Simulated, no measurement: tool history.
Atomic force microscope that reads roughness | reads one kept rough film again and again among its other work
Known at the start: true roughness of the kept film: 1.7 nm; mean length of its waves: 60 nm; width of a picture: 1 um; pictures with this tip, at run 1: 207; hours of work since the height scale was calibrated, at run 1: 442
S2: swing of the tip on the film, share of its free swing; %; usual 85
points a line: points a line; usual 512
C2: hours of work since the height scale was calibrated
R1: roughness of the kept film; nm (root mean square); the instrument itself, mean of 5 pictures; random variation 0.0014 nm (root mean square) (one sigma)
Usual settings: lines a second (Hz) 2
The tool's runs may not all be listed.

{"run": 1, "hour": 0.0, "lines a second (Hz)": 2, "S2": 85, "points a line": 512, "pictures with this tip": 207, "C2": 442, "R1": 1.509}
{"run": 2, "hour": 32.9, "lines a second (Hz)": 2, "S2": 62, "points a line": 512, "pictures with this tip": 267, "C2": 461, "R1": 1.618}
{"run": 3, "hour": 49.3, "lines a second (Hz)": 2, "S2": 85, "points a line": 512, "pictures with this tip": 297, "C2": 471, "R1": 1.504}
{"hour": 61.1, "done": "new tip fitted"}
{"run": 4, "hour": 69.7, "lines a second (Hz)": 2, "S2": 85, "points a line": 512, "pictures with this tip": 15, "C2": 482, "R1": 1.519}
{"run": 5, "hour": 91.0, "lines a second (Hz)": 2, "S2": 76, "points a line": 512, "pictures with this tip": 54, "C2": 495, "R1": 1.573}
{"run": 6, "hour": 113.9, "lines a second (Hz)": 2, "S2": 76, "points a line": 512, "pictures with this tip": 96, "C2": 508, "R1": 1.571}
{"run": 7, "hour": 132.0, "lines a second (Hz)": 2, "S2": 85, "points a line": 257, "pictures with this tip": 129, "C2": 518, "R1": 1.504}
{"run": 8, "hour": 155.4, "lines a second (Hz)": 2, "S2": 85, "points a line": 257, "pictures with this tip": 171, "C2": 532, "R1": 1.505}
{"run": 9, "hour": 187.5, "lines a second (Hz)": 2, "S2": 73, "points a line": 257, "pictures with this tip": 230, "C2": 550, "R1": 1.569}
{"run": 10, "hour": 216.3, "lines a second (Hz)": 0.64, "S2": 85, "points a line": 512, "pictures with this tip": 282, "C2": 567, "R1": 1.608}
{"run": 11, "hour": 231.9, "lines a second (Hz)": 0.51, "S2": 85, "points a line": 512, "pictures with this tip": 310, "C2": 576, "R1": 1.616}
{"hour": 235.3, "done": "new tip fitted"}
{"run": 12, "hour": 246.5, "lines a second (Hz)": 0.51, "S2": 85, "points a line": 512, "pictures with this tip": 20, "C2": 584, "R1": 1.641}
{"run": 13, "hour": 265.6, "lines a second (Hz)": 2, "S2": 85, "points a line": 512, "pictures with this tip": 55, "C2": 595, "R1": 1.519}
{"run": 14, "hour": 295.1, "lines a second (Hz)": 2, "S2": 85, "points a line": 512, "pictures with this tip": 108, "C2": 612, "R1": 1.515}
{"run": 15, "hour": 324.1, "lines a second (Hz)": 1.08, "S2": 85, "points a line": 512, "pictures with this tip": 161, "C2": 628, "R1": 1.584}
{"run": 16, "hour": 351.5, "lines a second (Hz)": 2, "S2": 85, "points a line": 395, "pictures with this tip": 211, "C2": 644, "R1": 1.504}
{"hour": 355.7, "done": "height scale calibrated on a step standard"}
{"run": 17, "hour": 372.9, "lines a second (Hz)": 2, "S2": 85, "points a line": 395, "pictures with this tip": 248, "C2": 10, "R1": 1.508}
{"run": 18, "hour": 387.8, "lines a second (Hz)": 2, "S2": 58, "points a line": 395, "pictures with this tip": 275, "C2": 18, "R1": 1.629}
{"hour": 411.2, "done": "new tip fitted"}
{"run": 19, "hour": 412.4, "lines a second (Hz)": 2, "S2": 58, "points a line": 395, "pictures with this tip": 2, "C2": 32, "R1": 1.653}
{"run": 20, "hour": 432.4, "lines a second (Hz)": 2, "S2": 58, "points a line": 395, "pictures with this tip": 38, "C2": 44, "R1": 1.649}
{"run": 21, "hour": 453.5, "lines a second (Hz)": 2, "S2": 58, "points a line": 395, "pictures with this tip": 77, "C2": 56, "R1": 1.649}
{"run": 22, "hour": 471.1, "lines a second (Hz)": 2, "S2": 58, "points a line": 395, "pictures with this tip": 109, "C2": 66, "R1": 1.644}
{"run": 23, "hour": 495.7, "lines a second (Hz)": 2, "S2": 62, "points a line": 512, "pictures with this tip": 154, "C2": 80, "R1": 1.633}
{"run": 24, "hour": 515.5, "lines a second (Hz)": 2, "S2": 85, "points a line": 512, "pictures with this tip": 190, "C2": 92, "R1": 1.513}
{"run": 25, "hour": 533.8, "lines a second (Hz)": 2, "S2": 85, "points a line": 512, "pictures with this tip": 223, "C2": 102, "R1": 1.51}
{"hour": 560.9, "done": "height scale calibrated on a step standard, once more"}
{"run": 26, "hour": 563.3, "lines a second (Hz)": 2, "S2": 70, "points a line": 851, "pictures with this tip": 275, "C2": 1, "R1": 1.577}
{"hour": 588.0, "done": "new tip fitted"}
{"run": 27, "hour": 590.3, "lines a second (Hz)": 2.7, "S2": 74, "points a line": 536, "pictures with this tip": 4, "C2": 17, "R1": 1.548}
{"run": 28, "hour": 621.1, "lines a second (Hz)": 2.7, "S2": 69, "points a line": 536, "pictures with this tip": 60, "C2": 34, "R1": 1.578}
{"run": 29, "hour": 642.5, "lines a second (Hz)": 3.86, "S2": 87, "points a line": 512, "pictures with this tip": 99, "C2": 47, "R1": 1.359}
{"run": 30, "hour": 666.7, "lines a second (Hz)": 1.33, "S2": 83, "points a line": 512, "pictures with this tip": 143, "C2": 61, "R1": 1.567}
{"run": 31, "hour": 683.9, "lines a second (Hz)": 1.33, "S2": 72, "points a line": 512, "pictures with this tip": 174, "C2": 70, "R1": 1.606}
{"run": 32, "hour": 712.1, "lines a second (Hz)": 1.2, "S2": 85, "points a line": 512, "pictures with this tip": 225, "C2": 87, "R1": 1.56}
{"run": 33, "hour": 736.6, "lines a second (Hz)": 1.2, "S2": 85, "points a line": 512, "pictures with this tip": 270, "C2": 101, "R1": 1.555}
{"hour": 763.3, "done": "new tip fitted"}
{"run": 34, "hour": 769.7, "lines a second (Hz)": 1.2, "S2": 77, "points a line": 308, "pictures with this tip": 11, "C2": 120, "R1": 1.608}
{"run": 35, "hour": 789.6, "lines a second (Hz)": 0.58, "S2": 77, "points a line": 308, "pictures with this tip": 47, "C2": 131, "R1": 1.64}
{"run": 36, "hour": 810.3, "lines a second (Hz)": 0.75, "S2": 85, "points a line": 612, "pictures with this tip": 85, "C2": 143, "R1": 1.61}
{"run": 37, "hour": 828.5, "lines a second (Hz)": 1.86, "S2": 85, "points a line": 512, "pictures with this tip": 118, "C2": 153, "R1": 1.521}
{"run": 38, "hour": 853.4, "lines a second (Hz)": 1.86, "S2": 85, "points a line": 512, "pictures with this tip": 163, "C2": 168, "R1": 1.519}
{"run": 39, "hour": 880.9, "lines a second (Hz)": 1.86, "S2": 84, "points a line": 512, "pictures with this tip": 213, "C2": 184, "R1": 1.519}
{"run": 40, "hour": 908.1, "lines a second (Hz)": 2.17, "S2": 85, "points a line": 512, "pictures with this tip": 263, "C2": 199, "R1": 1.486}
{"run": 41, "hour": 936.5, "lines a second (Hz)": 0.55, "S2": 85, "points a line": 512, "pictures with this tip": 315, "C2": 216, "R1": 1.608}
{"hour": 939.2, "done": "new tip fitted"}
{"run": 42, "hour": 956.3, "lines a second (Hz)": 0.79, "S2": 85, "points a line": 933, "pictures with this tip": 31, "C2": 227, "R1": 1.615}
{"run": 43, "hour": 980.0, "lines a second (Hz)": 0.79, "S2": 85, "points a line": 933, "pictures with this tip": 74, "C2": 240, "R1": 1.61}
{"run": 44, "hour": 999.2, "lines a second (Hz)": 2, "S2": 64, "points a line": 382, "pictures with this tip": 109, "C2": 251, "R1": 1.619}
{"run": 45, "hour": 1028.8, "lines a second (Hz)": 0.91, "S2": 66, "points a line": 450, "pictures with this tip": 163, "C2": 268, "R1": 1.643}
{"run": 46, "hour": 1045.9, "lines a second (Hz)": 2.8, "S2": 61, "points a line": 407, "pictures with this tip": 194, "C2": 278, "R1": 1.602}
{"run": 47, "hour": 1061.0, "lines a second (Hz)": 0.88, "S2": 62, "points a line": 459, "pictures with this tip": 221, "C2": 287, "R1": 1.644}
{"run": 48, "hour": 1086.2, "lines a second (Hz)": 2.01, "S2": 63, "points a line": 312, "pictures with this tip": 267, "C2": 301, "R1": 1.61}
{"run": 49, "hour": 1109.6, "lines a second (Hz)": 1.26, "S2": 56, "points a line": 352, "pictures with this tip": 310, "C2": 315, "R1": 1.637}
{"hour": 1116.1, "done": "new tip fitted"}
{"run": 50, "hour": 1144.2, "lines a second (Hz)": 1.96, "S2": 69, "points a line": 617, "pictures with this tip": 51, "C2": 334, "R1": 1.604}

5 ways to go on from here, each from the tool as it stands after run 50. What would each give?
{"run": "A", "hour": 1166.0, "lines a second (Hz)": 3, "S2": 72, "points a line": 594, "pictures with this tip": 90, "C2": 347, "R1": "?"}
{"run": "B", "hour": 1166.0, "lines a second (Hz)": 2, "S2": 63, "points a line": 512, "pictures with this tip": 90, "C2": 347, "R1": "?"}
{"run": "C", "hour": 1166.0, "lines a second (Hz)": 0.68, "S2": 58, "points a line": 685, "pictures with this tip": 90, "C2": 347, "R1": "?"}
{"run": "D", "hour": 1166.0, "lines a second (Hz)": 1.96, "S2": 69, "points a line": 806, "pictures with this tip": 90, "C2": 347, "R1": "?"}
{"run": "E", "hour": 1166.0, "lines a second (Hz)": 2, "S2": 85, "points a line": 624, "pictures with this tip": 90, "C2": 347, "R1": "?"}

run=A R1=1.548
run=B R1=1.625
run=C R1=1.667
run=D R1=1.604
run=E R1=1.513
Without the tool's hidden state the same runs would have given:
run=A R1=1.547
run=B R1=1.624
run=C R1=1.666
run=D R1=1.603
run=E R1=1.512

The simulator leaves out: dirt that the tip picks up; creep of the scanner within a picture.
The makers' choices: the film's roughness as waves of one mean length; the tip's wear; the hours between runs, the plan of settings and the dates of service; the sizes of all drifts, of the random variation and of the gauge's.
